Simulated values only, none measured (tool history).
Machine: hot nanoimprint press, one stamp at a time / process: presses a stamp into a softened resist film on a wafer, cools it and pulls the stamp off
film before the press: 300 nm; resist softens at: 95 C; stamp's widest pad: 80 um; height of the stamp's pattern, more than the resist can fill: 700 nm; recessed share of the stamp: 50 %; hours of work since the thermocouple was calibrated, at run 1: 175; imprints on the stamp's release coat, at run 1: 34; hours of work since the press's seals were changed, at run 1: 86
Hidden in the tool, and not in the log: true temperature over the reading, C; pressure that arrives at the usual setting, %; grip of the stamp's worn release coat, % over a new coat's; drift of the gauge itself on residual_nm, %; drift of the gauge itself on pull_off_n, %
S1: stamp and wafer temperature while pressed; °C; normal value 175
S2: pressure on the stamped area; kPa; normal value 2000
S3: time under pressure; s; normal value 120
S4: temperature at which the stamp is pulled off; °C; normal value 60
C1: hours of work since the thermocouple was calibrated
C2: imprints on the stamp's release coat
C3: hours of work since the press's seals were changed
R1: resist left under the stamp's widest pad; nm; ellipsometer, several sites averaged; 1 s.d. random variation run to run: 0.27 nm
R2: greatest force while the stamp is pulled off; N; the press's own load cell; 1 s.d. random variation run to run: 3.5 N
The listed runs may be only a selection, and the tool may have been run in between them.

| run | hour | S1 | S2 | S3 | S4 | C1 | C2 | C3 | R1 | R2 |
|---|---|---|---|---|---|---|---|---|---|---|
| 1 | 0 | 175 | 2000 | 120 | 60 | 175 | 34 | 86 | 175.2 | 207 |
| 2 | 6.2 | 175 | 2000 | 120 | 60 | 178 | 50 | 88 | 174.7 | 204 |
| 3 | 16 | 175 | 2000 | 120 | 60 | 182 | 75 | 92 | 174.7 | 208 |
| 4 | 22.9 | 163 | 2000 | 120 | 60 | 185 | 93 | 95 | 247.1 | 200 |
| 5 | 28.6 | 163 | 2000 | 120 | 60 | 187 | 108 | 98 | 246.7 | 207 |
| 6 | 35.6 | 175 | 1430 | 120 | 60 | 190 | 126 | 100 | 194.5 | 205 |
| 7 | 41 | 187 | 2000 | 120 | 60 | 192 | 140 | 103 | 109.1 | 207 |
| 8 | 48.3 | 164 | 2000 | 120 | 60 | 195 | 160 | 106 | 242.1 | 204 |
| 9 | 57.8 | 164 | 2000 | 120 | 60 | 199 | 184 | 110 | 242.1 | 200 |
| 10 | 63.2 | 175 | 2000 | 120 | 60 | 201 | 198 | 112 | 174.7 | 203 |
| 11 | 67.5 | 175 | 2000 | 120 | 62 | 203 | 210 | 114 | 175.2 | 200 |
| 12 | 73.6 | 175 | 1780 | 120 | 62 | 206 | 226 | 116 | 181.4 | 198 |
| 13 | 82.6 | 175 | 1780 | 120 | 62 | 210 | 249 | 120 | 181.7 | 204 |
| 14 | 88.1 | 175 | 2940 | 120 | 60 | 212 | 263 | 122 | 152 | 205 |
| 15 | 92.7 | 175 | 2940 | 120 | 60 | 214 | 275 | 124 | 152 | 201 |
| 16 | 100.3 | 175 | 2940 | 120 | 60 | 217 | 295 | 127 | 152.1 | 208 |
| 17 | 107.6 | 175 | 2940 | 120 | 60 | 220 | 314 | 130 | 152 | 209 |
| 18 | 114.1 | 175 | 2940 | 120 | 60 | 223 | 331 | 133 | 151.9 | 211 |
| 19 | 123.9 | 171 | 1660 | 120 | 60 | 227 | 357 | 137 | 210.4 | 209 |
| 20 | 130.2 | 175 | 1330 | 120 | 60 | 229 | 373 | 140 | 199.2 | 209 |
| 21 | 135.6 | 180 | 1820 | 120 | 60 | 232 | 387 | 142 | 150.1 | 206 |
| 22 | 145.4 | 175 | 2000 | 120 | 68 | 236 | 413 | 146 | 174.4 | 189 |
| 23 | 151.9 | 175 | 2000 | 120 | 68 | 238 | 430 | 149 | 174.3 | 186 |
| 24 | 160.2 | 175 | 2000 | 120 | 68 | 242 | 452 | 152 | 174.7 | 195 |
| 25 | 167.3 | 175 | 2000 | 120 | 68 | 245 | 470 | 155 | 174.6 | 181 |
| 26 | 175.3 | 175 | 1990 | 120 | 60 | 248 | 491 | 159 | 174.9 | 213 |
| 27 | 182.2 | 175 | 2000 | 179 | 60 | 251 | 509 | 162 | 152 | 211 |
| 28 | 187.6 | 170 | 2000 | 175 | 55 | 253 | 523 | 164 | 185.8 | 220 |
| 29 | 197.5 | 170 | 2160 | 175 | 65 | 257 | 549 | 168 | 181.1 | 194 |
| 30 | 205.5 | 184 | 1410 | 99 | 66 | 261 | 570 | 171 | 153.6 | 194 |

Predict each of these 3 candidate next runs independently; none follows another, all start after run 30:
|  | 211.2 | plate thermocouple calibrated |
| A | 215.9 | 176 | 1410 | 204 | 67 | 2 | 589 | 174 | ? | ? |
|  | 211.2 | plate thermocouple calibrated |
| B | 215.9 | 175 | 1890 | 225 | 45 | 2 | 589 | 174 | ? | ? |
|  | 211.2 | plate thermocouple calibrated |
| C | 215.9 | 175 | 1680 | 120 | 60 | 2 | 589 | 174 | ? | ? |

| run | R1 | R2 |
|---|---|---|
| A | 159.3 | 183 |
| B | 142.9 | 252 |
| C | 185.5 | 208 |
Without the tool's unlogged condition, the same runs would have read:
| run | R1 | R2 |
|---|---|---|
| A | 159.3 | 183 |
| B | 142.9 | 251 |
| C | 185.5 | 207 |
